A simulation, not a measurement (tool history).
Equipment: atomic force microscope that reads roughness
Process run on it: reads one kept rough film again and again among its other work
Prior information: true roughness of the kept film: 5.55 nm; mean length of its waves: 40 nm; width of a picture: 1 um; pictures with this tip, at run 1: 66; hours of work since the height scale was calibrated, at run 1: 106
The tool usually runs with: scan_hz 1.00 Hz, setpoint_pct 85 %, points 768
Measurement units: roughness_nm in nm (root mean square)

run,hour,scan_hz,setpoint_pct,points,pictures with this tip,hours of work since the height scale was calibrated,roughness_nm
1,0.0,1.00,85,768,66,106,4.629
2,4.9,1.00,85,768,70,109,4.649
3,15.9,1.00,85,768,78,114,4.639
4,27.6,1.00,84,768,88,120,4.683
5,33.5,1.00,85,375,92,123,4.629
6,41.0,1.00,68,375,98,126,4.882
7,52.6,1.00,68,375,107,132,4.832
8,63.5,1.00,85,969,116,137,4.637
9,73.9,1.00,67,768,124,142,4.882
10,79.4,1.00,67,768,128,145,4.869
11,89.5,1.00,85,461,136,150,4.622
12,101.2,1.00,85,461,145,156,4.638
13,109.0,1.00,85,768,151,160,4.630
14,113.7,1.00,85,768,155,162,4.630
15,119.9,1.00,85,768,160,165,4.603
16,124.8,0.59,85,768,164,167,4.779
17,135.9,1.00,85,768,172,173,4.627
18,143.9,1.00,85,768,179,177,4.632
19,153.0,1.00,67,768,186,181,4.855
20,161.5,1.12,88,774,192,185,4.515
21,170.3,0.81,56,849,199,190,4.947
22,177.6,0.81,56,849,205,193,4.989
23,183.2,1.38,56,281,209,196,4.924
24,189.9,1.86,85,679,214,199,4.299
25,198.2,0.62,73,384,221,203,4.886
26,203.2,1.03,73,384,225,206,4.772
27,210.6,1.03,73,384,231,209,4.807
28,220.4,0.51,56,555,238,214,5.037

Run 29 is up next; what results do you expect?
29,229.6,0.54,59,768,245,219,?

{"run 29": {"roughness_nm": 4.966}}
Had the tool carried no hidden state, the very same run would have given roughness_nm 4.979 nm (root mean square).
